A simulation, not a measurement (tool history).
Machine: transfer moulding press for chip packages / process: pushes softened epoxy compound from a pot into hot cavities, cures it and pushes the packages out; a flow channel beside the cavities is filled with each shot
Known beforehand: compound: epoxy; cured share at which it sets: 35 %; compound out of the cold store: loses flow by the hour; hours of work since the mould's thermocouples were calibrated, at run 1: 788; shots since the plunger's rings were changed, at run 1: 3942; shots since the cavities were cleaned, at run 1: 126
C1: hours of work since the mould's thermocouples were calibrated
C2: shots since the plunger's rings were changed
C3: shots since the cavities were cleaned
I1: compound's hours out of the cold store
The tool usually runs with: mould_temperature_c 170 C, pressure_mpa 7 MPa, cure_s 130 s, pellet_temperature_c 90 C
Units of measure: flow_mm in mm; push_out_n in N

{"run": 1, "day": 0.0, "mould_temperature_c": 170, "pressure_mpa": 7, "cure_s": 130, "pellet_temperature_c": 90, "C1": 788, "C2": 3942, "C3": 126, "I1": 26.3, "flow_mm": 806, "push_out_n": 361}
{"day": 0.492, "done": "mould's thermocouples calibrated"}
{"run": 2, "day": 1.879, "mould_temperature_c": 170, "pressure_mpa": 7, "cure_s": 156, "pellet_temperature_c": 90, "C1": 18, "C2": 4300, "C3": 484, "I1": 27.7, "flow_mm": 798, "push_out_n": 312}
{"day": 3.3, "done": "cavities cleaned with cleaning compound and waxed"}
{"run": 3, "day": 4.942, "mould_temperature_c": 170, "pressure_mpa": 7, "cure_s": 156, "pellet_temperature_c": 90, "C1": 57, "C2": 4899, "C3": 328, "I1": 35.4, "flow_mm": 770, "push_out_n": 303}
{"day": 7.188, "done": "cavities cleaned with cleaning compound and waxed"}
{"day": 7.529, "done": "plunger's sealing rings changed"}
{"run": 4, "day": 8.121, "mould_temperature_c": 170, "pressure_mpa": 7, "cure_s": 130, "pellet_temperature_c": 96, "C1": 96, "C2": 119, "C3": 165, "I1": 16.5, "flow_mm": 829, "push_out_n": 364}
{"run": 5, "day": 9.467, "mould_temperature_c": 170, "pressure_mpa": 7, "cure_s": 130, "pellet_temperature_c": 90, "C1": 113, "C2": 387, "C3": 433, "I1": 17.8, "flow_mm": 828, "push_out_n": 368}
{"day": 11.088, "done": "cavities cleaned with cleaning compound and waxed"}
{"run": 6, "day": 12.608, "mould_temperature_c": 170, "pressure_mpa": 7, "cure_s": 130, "pellet_temperature_c": 89, "C1": 153, "C2": 1002, "C3": 304, "I1": 30.7, "flow_mm": 783, "push_out_n": 369}
{"run": 7, "day": 14.521, "mould_temperature_c": 170, "pressure_mpa": 7, "cure_s": 130, "pellet_temperature_c": 89, "C1": 178, "C2": 1383, "C3": 685, "I1": 29.9, "flow_mm": 778, "push_out_n": 359}
{"day": 15.046, "done": "cavities cleaned with cleaning compound and waxed"}
{"run": 8, "day": 17.225, "mould_temperature_c": 170, "pressure_mpa": 7, "cure_s": 130, "pellet_temperature_c": 89, "C1": 212, "C2": 1910, "C3": 434, "I1": 42.9, "flow_mm": 761, "push_out_n": 349}
{"day": 18.775, "done": "cavities cleaned with cleaning compound and waxed"}
{"run": 9, "day": 20.238, "mould_temperature_c": 178, "pressure_mpa": 7, "cure_s": 130, "pellet_temperature_c": 90, "C1": 251, "C2": 2499, "C3": 292, "I1": 33.3, "flow_mm": 757, "push_out_n": 282}
{"run": 10, "day": 22.171, "mould_temperature_c": 178, "pressure_mpa": 7, "cure_s": 130, "pellet_temperature_c": 90, "C1": 276, "C2": 2885, "C3": 678, "I1": 38.4, "flow_mm": 748, "push_out_n": 301}
{"day": 22.483, "done": "cavities cleaned with cleaning compound and waxed"}
{"run": 11, "day": 25.379, "mould_temperature_c": 178, "pressure_mpa": 7, "cure_s": 130, "pellet_temperature_c": 90, "C1": 317, "C2": 3512, "C3": 577, "I1": 9.8, "flow_mm": 829, "push_out_n": 304}
{"day": 26.421, "done": "cavities cleaned with cleaning compound and waxed"}
{"run": 12, "day": 27.946, "mould_temperature_c": 178, "pressure_mpa": 7, "cure_s": 130, "pellet_temperature_c": 90, "C1": 349, "C2": 4012, "C3": 305, "I1": 40.4, "flow_mm": 750, "push_out_n": 300}
{"day": 30.3, "done": "cavities cleaned with cleaning compound and waxed"}
{"run": 13, "day": 30.962, "mould_temperature_c": 170, "pressure_mpa": 7, "cure_s": 147, "pellet_temperature_c": 90, "C1": 387, "C2": 4601, "C3": 133, "I1": 13.2, "flow_mm": 840, "push_out_n": 323}
{"day": 34.125, "done": "cavities cleaned with cleaning compound and waxed"}
{"run": 14, "day": 34.125, "mould_temperature_c": 170, "pressure_mpa": 7, "cure_s": 130, "pellet_temperature_c": 90, "C1": 428, "C2": 5219, "C3": 0, "I1": 10.6, "flow_mm": 858, "push_out_n": 365}
{"day": 34.942, "done": "plunger's sealing rings changed"}
{"run": 15, "day": 36.079, "mould_temperature_c": 170, "pressure_mpa": 7, "cure_s": 130, "pellet_temperature_c": 90, "C1": 452, "C2": 226, "C3": 369, "I1": 18.5, "flow_mm": 835, "push_out_n": 367}
{"day": 37.95, "done": "cavities cleaned with cleaning compound and waxed"}
{"run": 16, "day": 37.95, "mould_temperature_c": 170, "pressure_mpa": 7, "cure_s": 111, "pellet_temperature_c": 90, "C1": 475, "C2": 587, "C3": 0, "I1": 21, "flow_mm": 817, "push_out_n": 483}
{"run": 17, "day": 39.288, "mould_temperature_c": 170, "pressure_mpa": 7, "cure_s": 111, "pellet_temperature_c": 90, "C1": 493, "C2": 854, "C3": 267, "I1": 26.1, "flow_mm": 801, "push_out_n": 501}
{"run": 18, "day": 40.575, "mould_temperature_c": 170, "pressure_mpa": 7, "cure_s": 130, "pellet_temperature_c": 91, "C1": 509, "C2": 1111, "C3": 524, "I1": 12.7, "flow_mm": 840, "push_out_n": 371}
{"day": 41.783, "done": "cavities cleaned with cleaning compound and waxed"}
{"run": 19, "day": 43.267, "mould_temperature_c": 166, "pressure_mpa": 7.15, "cure_s": 121, "pellet_temperature_c": 90, "C1": 543, "C2": 1635, "C3": 296, "I1": 25.3, "flow_mm": 839, "push_out_n": 536}
{"run": 20, "day": 45.038, "mould_temperature_c": 178, "pressure_mpa": 8.31, "cure_s": 166, "pellet_temperature_c": 89, "C1": 566, "C2": 1989, "C3": 650, "I1": 10.5, "flow_mm": 903, "push_out_n": 286}
{"day": 45.762, "done": "cavities cleaned with cleaning compound and waxed"}
{"run": 21, "day": 46.654, "mould_temperature_c": 178, "pressure_mpa": 8.31, "cure_s": 166, "pellet_temperature_c": 89, "C1": 587, "C2": 2299, "C3": 179, "I1": 26.1, "flow_mm": 848, "push_out_n": 294}
{"run": 22, "day": 48.017, "mould_temperature_c": 172, "pressure_mpa": 7, "cure_s": 161, "pellet_temperature_c": 90, "C1": 604, "C2": 2571, "C3": 451, "I1": 44.8, "flow_mm": 743, "push_out_n": 298}
{"day": 49.542, "done": "cavities cleaned with cleaning compound and waxed"}
{"run": 23, "day": 49.571, "mould_temperature_c": 172, "pressure_mpa": 6, "cure_s": 169, "pellet_temperature_c": 88, "C1": 624, "C2": 2868, "C3": 6, "I1": 8.6, "flow_mm": 788, "push_out_n": 288}
{"run": 24, "day": 52.054, "mould_temperature_c": 170, "pressure_mpa": 7.84, "cure_s": 120, "pellet_temperature_c": 100, "C1": 656, "C2": 3364, "C3": 502, "I1": 44, "flow_mm": 790, "push_out_n": 393}

Run 25, settings as shown, results not yet in. Your forecast:
{"day": 53.383, "done": "cavities cleaned with cleaning compound and waxed"}
{"run": 25, "day": 55.254, "mould_temperature_c": 172, "pressure_mpa": 7, "cure_s": 119, "pellet_temperature_c": 100, "C1": 696, "C2": 3990, "C3": 374, "I1": 13.2, "flow_mm": "?", "push_out_n": "?"}

{"run 25": {"flow_mm": 840, "push_out_n": 375}}
Take away the tool's hidden state, keep the run-to-run variation as it was, and the same run would have given flow_mm 841 mm, push_out_n 373 N.
